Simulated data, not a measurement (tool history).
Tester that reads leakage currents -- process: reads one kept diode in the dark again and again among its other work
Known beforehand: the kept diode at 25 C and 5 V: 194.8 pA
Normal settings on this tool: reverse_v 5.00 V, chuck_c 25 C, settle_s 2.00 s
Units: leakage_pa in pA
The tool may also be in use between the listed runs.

run    hour  reverse_v  chuck_c  settle_s  leakage_pa
  1     0.0       5.00       25      2.00      187.02
  2    77.5       5.00       25      2.00      186.98
  3   124.4       5.00       25      2.00      186.28
  4   201.2       5.00       25      2.00      185.42
  5   273.1       4.43       25      2.00      173.39
  6   323.3       4.43       25      2.00      174.63
  7   372.0       4.43       25      2.00      173.63
  8   457.1       4.43       25      2.00      173.48
  9   529.0       4.43       25      2.00      172.22
      537.9  -- tester calibrated
 10   610.5       4.43       25      2.00      172.21
 11   687.9       4.43       25      2.00      171.71
      713.8  -- tester calibrated, once more
 12   728.3       5.32       25      7.62      185.60
 13   781.8       5.00       25      4.86      180.42
 14   859.1       5.00       25      4.86      179.42
 15   902.0      11.84       25      4.86      270.09
 16   979.1      11.84       25      4.86      268.73
 17  1025.3       5.00       57      1.21     2761.61

Hidden state or all else? Some run-to-run changes of leakage_pa, split into what the settings, what came in and random variation would give without the hidden state, and what is left for the hidden state (with any gauge scatter that isn't in both results):
Unlogged tool condition in this case: stray current of the dirty probe card, pA a volt; current scale over the true one, %; true chuck temperature over the reading, C; drift of the gauge itself on leakage_pa, %.
Run 16 -> 17: reverse_v 11.84 -> 5.00, chuck_c 25 -> 57, settle_s 4.86 -> 1.21. leakage_pa +2492.88 pA: hidden state -244.14, all else +2737.02.
